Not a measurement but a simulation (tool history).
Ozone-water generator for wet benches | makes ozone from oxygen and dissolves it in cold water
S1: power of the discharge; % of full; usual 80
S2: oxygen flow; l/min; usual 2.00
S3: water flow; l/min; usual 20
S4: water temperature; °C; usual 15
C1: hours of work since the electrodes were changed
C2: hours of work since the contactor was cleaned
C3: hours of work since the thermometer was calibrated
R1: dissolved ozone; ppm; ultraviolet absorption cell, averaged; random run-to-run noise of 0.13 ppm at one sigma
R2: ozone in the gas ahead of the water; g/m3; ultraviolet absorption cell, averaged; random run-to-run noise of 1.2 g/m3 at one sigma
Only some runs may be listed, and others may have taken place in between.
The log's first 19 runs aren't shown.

run	hour	S1	S2	S3	S4	C1	C2	C3	R1	R2
20	977.2	60	2.00	17	15	1750	727	111	13.4	184.4
21	1026.2	56	2.00	17	13	1786	763	147	12.9	176.8
22	1075.8	80	2.00	20	15	1823	800	184	13.7	220.5
23	1121.0	71	1.31	21	19	1857	834	218	11.0	271.8
24	1177.3	71	1.31	27	19	1899	875	260	8.2	271.7
25	1248.2	49	1.30	16	11	1951	928	312	12.2	215.0
26	1292.0	80	2.00	20	15	1984	961	345	13.4	220.7
27	1344.9	43	1.31	19	17	2023	1000	384	8.9	196.9
28	1411.1	95	2.00	27	15	2072	1049	433	10.7	245.0
29	1471.7	95	2.00	27	15	2117	1094	478	10.8	248.1
30	1537.7	95	2.03	19	15	2166	1143	527	15.9	244.3
31	1593.4	63	2.00	14	12	2208	1184	568	17.4	188.3
32	1635.7	80	2.85	20	15	2239	1216	600	13.8	176.2

Predict each of these 3 candidate next runs independently; none follows another, all start after run 32:
A	1678.9	80	2.00	20	12	2271	1248	632	?	?
B	1678.9	94	2.00	20	15	2271	1248	632	?	?
C	1678.9	49	1.70	17	15	2271	1248	632	?	?

run	R1	R2
A	13.7	218.6
B	15.0	243.4
C	11.5	178.4
With the hidden condition removed and each run's random variation left untouched, the same runs would have given:
run	R1	R2
A	14.3	225.1
B	15.7	251.3
C	11.9	182.1

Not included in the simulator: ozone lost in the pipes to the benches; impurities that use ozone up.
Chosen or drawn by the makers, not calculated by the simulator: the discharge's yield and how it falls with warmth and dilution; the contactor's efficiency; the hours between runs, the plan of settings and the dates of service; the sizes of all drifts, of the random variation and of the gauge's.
